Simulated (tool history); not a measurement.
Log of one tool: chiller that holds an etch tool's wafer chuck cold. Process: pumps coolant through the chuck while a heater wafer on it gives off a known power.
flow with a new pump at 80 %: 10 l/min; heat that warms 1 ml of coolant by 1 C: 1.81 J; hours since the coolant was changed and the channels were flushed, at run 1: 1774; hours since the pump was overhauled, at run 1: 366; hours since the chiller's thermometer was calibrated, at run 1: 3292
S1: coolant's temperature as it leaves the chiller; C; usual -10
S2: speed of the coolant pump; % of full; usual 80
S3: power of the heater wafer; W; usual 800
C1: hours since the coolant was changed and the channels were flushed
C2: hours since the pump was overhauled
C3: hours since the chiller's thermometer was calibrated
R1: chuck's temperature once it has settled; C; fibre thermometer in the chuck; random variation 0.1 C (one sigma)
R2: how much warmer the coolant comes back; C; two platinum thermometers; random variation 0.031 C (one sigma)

Run 1, hour 0: usual settings; C1 1774; C2 366; C3 3292. Result: R1 -3.3 C, R2 2.65 C.
Run 2, hour 15.8: usual settings; C1 1790; C2 382; C3 3308. Result: R1 -3.3 C, R2 2.69 C.
Run 3, hour 46.3: usual settings; C1 1821; C2 412; C3 3339. Result: R1 -3.4 C, R2 2.71 C.
Run 4, hour 70.2: usual settings; C1 1845; C2 436; C3 3362. Result: R1 -3.2 C, R2 2.69 C.
Run 5, hour 90.1: usual settings; C1 1865; C2 456; C3 3382. Result: R1 -3.3 C, R2 2.74 C.
Run 6, hour 103.5: usual settings; C1 1878; C2 469; C3 3396. Result: R1 -3.4 C, R2 2.63 C.
Run 7, hour 123.3: usual settings; C1 1898; C2 489; C3 3416. Result: R1 -3.3 C, R2 2.72 C.
Run 8, hour 155: usual settings but S1 -12 C; C1 1929; C2 521; C3 3447. Result: R1 -5.3 C, R2 2.74 C.
Run 9, hour 184.9: usual settings but S3 595 W; C1 1959; C2 551; C3 3477. Result: R1 -4.9 C, R2 2 C.
Run 10, hour 201.5: usual settings; C1 1976; C2 567; C3 3494. Result: R1 -3.4 C, R2 2.68 C.
Run 11, hour 231.4: usual settings; C1 2006; C2 597; C3 3524. Result: R1 -3.2 C, R2 2.74 C.
Run 12, hour 259.8: usual settings; C1 2034; C2 626; C3 3552. Result: R1 -3.3 C, R2 2.71 C.
Run 13, hour 279.5: usual settings; C1 2054; C2 645; C3 3572. Result: R1 -3.3 C, R2 2.74 C.
Run 14, hour 296.1: usual settings but S1 -1 C, S2 67 % of full, S3 431 W; C1 2071; C2 662; C3 3588. Result: R1 3.3 C, R2 1.76 C.
At hour 298.9: chiller's thermometer calibrated.
Run 15, hour 313.9: usual settings but S1 -1 C, S2 89 % of full, S3 527 W; C1 2087; C2 679; C3 15. Result: R1 2.9 C, R2 1.63 C.
Run 16, hour 333.4: usual settings but S2 75 % of full, S3 1105 W; C1 2107; C2 698; C3 35. Result: R1 0 C, R2 4.03 C.
Run 17, hour 360.4: usual settings but S2 62 % of full; C1 2134; C2 725; C3 61. Result: R1 -1.5 C, R2 3.52 C.
Run 18, hour 374: usual settings but S2 62 % of full; C1 2147; C2 739; C3 75. Result: R1 -1.5 C, R2 3.52 C.
Run 19, hour 393.6: usual settings but S2 62 % of full; C1 2167; C2 758; C3 95. Result: R1 -1.5 C, R2 3.52 C.
Run 20, hour 408.9: usual settings but S1 -20 C, S2 78 % of full, S3 603 W; C1 2182; C2 774; C3 110. Result: R1 -14.9 C, R2 2.08 C.
Run 21, hour 430.4: usual settings but S1 -20 C, S2 78 % of full, S3 603 W; C1 2204; C2 795; C3 132. Result: R1 -15 C, R2 2.13 C.
Run 22, hour 462.1: usual settings but S1 -15 C, S2 79 % of full; C1 2235; C2 827; C3 163. Result: R1 -8.5 C, R2 2.75 C.
At hour 466.1: chiller's thermometer calibrated, once more.
Run 23, hour 490.6: usual settings but S1 -17 C, S2 99 % of full, S3 1155 W; C1 2263; C2 854; C3 24. Result: R1 -8.6 C, R2 3.17 C.
Run 24, hour 511.1: usual settings but S1 -17 C, S2 99 % of full, S3 836 W; C1 2283; C2 875; C3 45. Result: R1 -11 C, R2 2.37 C.
Run 25, hour 524.9: usual settings but S1 -14 C, S2 84 % of full, S3 683 W; C1 2297; C2 889; C3 59. Result: R1 -8.2 C, R2 2.2 C.
Run 26, hour 544.6: usual settings but S1 -13 C, S2 63 % of full, S3 793 W; C1 2317; C2 908; C3 79. Result: R1 -4.2 C, R2 3.37 C.

Forecast each of these 3 alternatives for the next run:
Run A, hour 574.4: usual settings but S1 -9 C, S2 73 % of full, S3 690 W; C1 2347; C2 938; C3 108. Result: R1 ?, R2 ?.
Run B, hour 574.4: usual settings but S1 -20 C, S2 73 % of full, S3 987 W; C1 2347; C2 938; C3 108. Result: R1 ?, R2 ?.
Run C, hour 574.4: usual settings but S2 63 % of full, S3 618 W; C1 2347; C2 938; C3 108. Result: R1 ?, R2 ?.

run     R1    R2
  A   -2.3  2.63
  B  -10.7  3.63
  C   -3.4  2.68
Without the tool's hidden state the same runs would have given:
run     R1    R2
  A   -2.9  2.57
  B  -11.4  3.55
  C   -3.9  2.62
